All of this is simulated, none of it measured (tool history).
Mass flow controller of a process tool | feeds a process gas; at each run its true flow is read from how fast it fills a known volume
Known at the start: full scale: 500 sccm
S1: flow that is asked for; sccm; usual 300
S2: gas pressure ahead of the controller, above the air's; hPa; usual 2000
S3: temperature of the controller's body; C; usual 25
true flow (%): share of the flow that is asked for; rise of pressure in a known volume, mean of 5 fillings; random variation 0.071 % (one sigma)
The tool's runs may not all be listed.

{"run": 1, "hour": 0.0, "S1": 300, "S2": 2000, "S3": 25, "true flow (%)": 99.42}
{"run": 2, "hour": 94.8, "S1": 300, "S2": 2000, "S3": 26, "true flow (%)": 99.26}
{"run": 3, "hour": 164.9, "S1": 336, "S2": 2000, "S3": 25, "true flow (%)": 99.39}
{"run": 4, "hour": 205.0, "S1": 336, "S2": 2000, "S3": 25, "true flow (%)": 99.29}
{"run": 5, "hour": 279.8, "S1": 336, "S2": 2000, "S3": 25, "true flow (%)": 99.47}
{"run": 6, "hour": 363.1, "S1": 336, "S2": 2000, "S3": 25, "true flow (%)": 99.36}
{"run": 7, "hour": 435.1, "S1": 336, "S2": 2000, "S3": 25, "true flow (%)": 99.28}
{"run": 8, "hour": 497.0, "S1": 300, "S2": 2000, "S3": 25, "true flow (%)": 99.1}
{"run": 9, "hour": 563.3, "S1": 300, "S2": 2000, "S3": 25, "true flow (%)": 99.02}
{"run": 10, "hour": 610.5, "S1": 300, "S2": 2050, "S3": 25, "true flow (%)": 99.16}
{"run": 11, "hour": 672.8, "S1": 300, "S2": 2050, "S3": 25, "true flow (%)": 99.19}
{"run": 12, "hour": 756.4, "S1": 300, "S2": 2000, "S3": 25, "true flow (%)": 99.08}
{"run": 13, "hour": 838.2, "S1": 300, "S2": 2000, "S3": 25, "true flow (%)": 99.08}
{"hour": 842.8, "done": "controller's zero set anew"}
{"run": 14, "hour": 886.7, "S1": 300, "S2": 2000, "S3": 25, "true flow (%)": 98.83}
{"run": 15, "hour": 981.3, "S1": 300, "S2": 2000, "S3": 25, "true flow (%)": 98.81}
{"run": 16, "hour": 1023.6, "S1": 300, "S2": 2000, "S3": 25, "true flow (%)": 98.58}
{"run": 17, "hour": 1099.5, "S1": 318, "S2": 2000, "S3": 25, "true flow (%)": 98.86}
{"run": 18, "hour": 1138.9, "S1": 318, "S2": 2000, "S3": 25, "true flow (%)": 98.88}
{"hour": 1207.0, "done": "controller's zero set anew, once more"}
{"run": 19, "hour": 1230.0, "S1": 300, "S2": 2000, "S3": 20, "true flow (%)": 99.56}
{"run": 20, "hour": 1323.8, "S1": 300, "S2": 2000, "S3": 20, "true flow (%)": 99.53}
{"run": 21, "hour": 1405.2, "S1": 300, "S2": 2000, "S3": 20, "true flow (%)": 99.49}
{"run": 22, "hour": 1463.7, "S1": 300, "S2": 2000, "S3": 20, "true flow (%)": 99.56}
{"run": 23, "hour": 1524.3, "S1": 300, "S2": 2000, "S3": 20, "true flow (%)": 99.38}
{"run": 24, "hour": 1593.9, "S1": 300, "S2": 2000, "S3": 20, "true flow (%)": 99.36}
{"run": 25, "hour": 1650.4, "S1": 300, "S2": 2000, "S3": 20, "true flow (%)": 99.35}
{"run": 26, "hour": 1725.0, "S1": 198, "S2": 2700, "S3": 20, "true flow (%)": 98.99}
{"run": 27, "hour": 1772.7, "S1": 198, "S2": 2700, "S3": 20, "true flow (%)": 98.83}
{"run": 28, "hour": 1823.8, "S1": 300, "S2": 1790, "S3": 40, "true flow (%)": 97.44}
{"run": 29, "hour": 1907.6, "S1": 300, "S2": 2290, "S3": 20, "true flow (%)": 99.23}
{"run": 30, "hour": 1965.2, "S1": 300, "S2": 2290, "S3": 20, "true flow (%)": 99.16}
{"run": 31, "hour": 2004.3, "S1": 300, "S2": 2020, "S3": 25, "true flow (%)": 98.7}
{"run": 32, "hour": 2097.6, "S1": 133, "S2": 2420, "S3": 22, "true flow (%)": 98.25}
{"run": 33, "hour": 2175.3, "S1": 100, "S2": 2000, "S3": 25, "true flow (%)": 97.86}
{"run": 34, "hour": 2253.3, "S1": 83, "S2": 1790, "S3": 31, "true flow (%)": 96.95}
{"run": 35, "hour": 2338.3, "S1": 67, "S2": 1790, "S3": 28, "true flow (%)": 96.83}
{"run": 36, "hour": 2416.6, "S1": 459, "S2": 1890, "S3": 25, "true flow (%)": 98.77}
{"run": 37, "hour": 2493.8, "S1": 459, "S2": 1890, "S3": 25, "true flow (%)": 98.87}
{"run": 38, "hour": 2587.5, "S1": 121, "S2": 2000, "S3": 25, "true flow (%)": 97.64}
{"run": 39, "hour": 2645.2, "S1": 81, "S2": 2060, "S3": 25, "true flow (%)": 96.96}
{"run": 40, "hour": 2687.7, "S1": 300, "S2": 2000, "S3": 39, "true flow (%)": 97.01}
{"run": 41, "hour": 2728.2, "S1": 235, "S2": 2120, "S3": 22, "true flow (%)": 98.29}
{"run": 42, "hour": 2789.7, "S1": 235, "S2": 2120, "S3": 22, "true flow (%)": 98.32}
{"run": 43, "hour": 2855.6, "S1": 183, "S2": 2120, "S3": 22, "true flow (%)": 98.01}

3 ways to go on from here, each from the tool as it stands after run 43. What would each give?
{"run": "A", "hour": 2942.9, "S1": 261, "S2": 2340, "S3": 33, "true flow (%)": "?"}
{"run": "B", "hour": 2942.9, "S1": 419, "S2": 1460, "S3": 32, "true flow (%)": "?"}
{"run": "C", "hour": 2942.9, "S1": 273, "S2": 2380, "S3": 22, "true flow (%)": "?"}

run=A true_flow_(%)=97.41
run=B true_flow_(%)=98.12
run=C true_flow_(%)=98.44
Without the tool's hidden state the same runs would have given:
run=A true_flow_(%)=98.94
run=B true_flow_(%)=99.48
run=C true_flow_(%)=99.94
